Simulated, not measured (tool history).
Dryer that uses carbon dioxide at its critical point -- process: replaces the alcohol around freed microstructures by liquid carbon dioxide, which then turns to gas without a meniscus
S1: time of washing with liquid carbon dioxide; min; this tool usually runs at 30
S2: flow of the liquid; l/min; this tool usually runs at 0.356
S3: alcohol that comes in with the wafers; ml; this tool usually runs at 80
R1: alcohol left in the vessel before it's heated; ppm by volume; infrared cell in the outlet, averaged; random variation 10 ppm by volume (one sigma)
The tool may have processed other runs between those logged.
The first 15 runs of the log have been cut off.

run,hour,S1,S2,S3,R1
16,174.2,30,0.356,80,862
17,189.1,32,0.356,80,687
18,200.5,32,0.356,80,683
19,216.1,32,0.356,80,706
20,230.5,32,0.356,80,699
21,245.0,32,0.356,80,696
22,256.7,18,0.356,80,4042
23,265.6,27,0.240,24,1226
24,281.0,23,0.283,75,3585
25,288.0,23,0.283,75,3604
26,296.5,34,0.356,80,579
27,309.5,39,0.378,50,212
28,324.4,40,0.563,80,99
29,333.7,40,0.563,80,102
30,342.6,38,0.317,80,617
31,355.1,34,0.317,37,474
32,369.0,20,0.339,80,3627
33,376.1,30,0.450,80,391

Expected results for the next run?
34,382.5,38,0.234,40,?

R1: 909 ppm by volume
With no hidden state in the tool, this same run would have given R1 616 ppm by volume.

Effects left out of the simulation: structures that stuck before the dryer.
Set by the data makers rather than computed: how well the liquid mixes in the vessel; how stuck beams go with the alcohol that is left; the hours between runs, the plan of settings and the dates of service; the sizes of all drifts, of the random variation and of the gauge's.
